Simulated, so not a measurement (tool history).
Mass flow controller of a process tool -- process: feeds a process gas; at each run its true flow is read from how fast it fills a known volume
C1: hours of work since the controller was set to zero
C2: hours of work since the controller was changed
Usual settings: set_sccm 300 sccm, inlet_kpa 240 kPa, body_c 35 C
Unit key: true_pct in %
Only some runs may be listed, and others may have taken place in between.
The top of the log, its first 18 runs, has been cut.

Run 19, hour 2562.5: usual settings but inlet_kpa 249 kPa; C1 2253; C2 2253. Result: true_pct 98.78 %.
Run 20, hour 2669.2: usual settings but set_sccm 643 sccm, body_c 25 C; C1 2294; C2 2294. Result: true_pct 98.29 %.
Run 21, hour 2842.3: usual settings but set_sccm 948 sccm, body_c 30 C; C1 2359; C2 2359. Result: true_pct 99.66 %.
Run 22, hour 3043.4: usual settings but set_sccm 318 sccm, inlet_kpa 144 kPa, body_c 27 C; C1 2434; C2 2434. Result: true_pct 96.98 %.
Run 23, hour 3142.3: usual settings but inlet_kpa 190 kPa, body_c 21 C; C1 2472; C2 2472. Result: true_pct 96.63 %.
Run 24, hour 3329.5: usual settings but inlet_kpa 154 kPa, body_c 28 C; C1 2542; C2 2542. Result: true_pct 97.00 %.
Run 25, hour 3496.7: usual settings but set_sccm 265 sccm, inlet_kpa 154 kPa, body_c 32 C; C1 2605; C2 2605. Result: true_pct 97.43 %.
Run 26, hour 3669.5: usual settings but set_sccm 265 sccm, inlet_kpa 154 kPa, body_c 32 C; C1 2670; C2 2670. Result: true_pct 97.14 %.
Run 27, hour 3848.3: usual settings but set_sccm 543 sccm, inlet_kpa 154 kPa, body_c 32 C; C1 2737; C2 2737. Result: true_pct 97.90 %.
Run 28, hour 3971.2: usual settings but set_sccm 543 sccm, inlet_kpa 154 kPa, body_c 32 C; C1 2783; C2 2783. Result: true_pct 97.86 %.
Run 29, hour 4150.8: usual settings but set_sccm 643 sccm, inlet_kpa 224 kPa, body_c 21 C; C1 2851; C2 2851. Result: true_pct 97.34 %.
Run 30, hour 4240.0: usual settings but set_sccm 203 sccm, body_c 32 C; C1 2885; C2 2885. Result: true_pct 97.51 %.
Run 31, hour 4340.3: usual settings but set_sccm 203 sccm, inlet_kpa 214 kPa, body_c 32 C; C1 2922; C2 2922. Result: true_pct 97.22 %.
Run 32, hour 4431.1: usual settings but inlet_kpa 171 kPa, body_c 28 C; C1 2956; C2 2956. Result: true_pct 96.70 %.
Run 33, hour 4606.4: usual settings but set_sccm 938 sccm, inlet_kpa 142 kPa; C1 3022; C2 3022. Result: true_pct 98.64 %.
Run 34, hour 4801.0: usual settings but set_sccm 938 sccm, inlet_kpa 252 kPa, body_c 27 C; C1 3096; C2 3096. Result: true_pct 98.73 %.
Run 35, hour 4995.2: usual settings but inlet_kpa 254 kPa, body_c 28 C; C1 3169; C2 3169. Result: true_pct 97.09 %.
At hour 5021.0: gauge calibrated.
Run 36, hour 5138.8: usual settings but inlet_kpa 254 kPa, body_c 28 C; C1 3223; C2 3223. Result: true_pct 99.01 %.
Run 37, hour 5231.0: usual settings but set_sccm 346 sccm, inlet_kpa 153 kPa; C1 3257; C2 3257. Result: true_pct 99.04 %.

The next listed run, before its measurement:
Run 38, hour 5394.5: usual settings but set_sccm 320 sccm; C1 3319; C2 3319. Result: true_pct ?.

{"run 38": {"true_pct": 99.58}}
With no hidden state in the tool, this same run would have given true_pct 99.72 %.
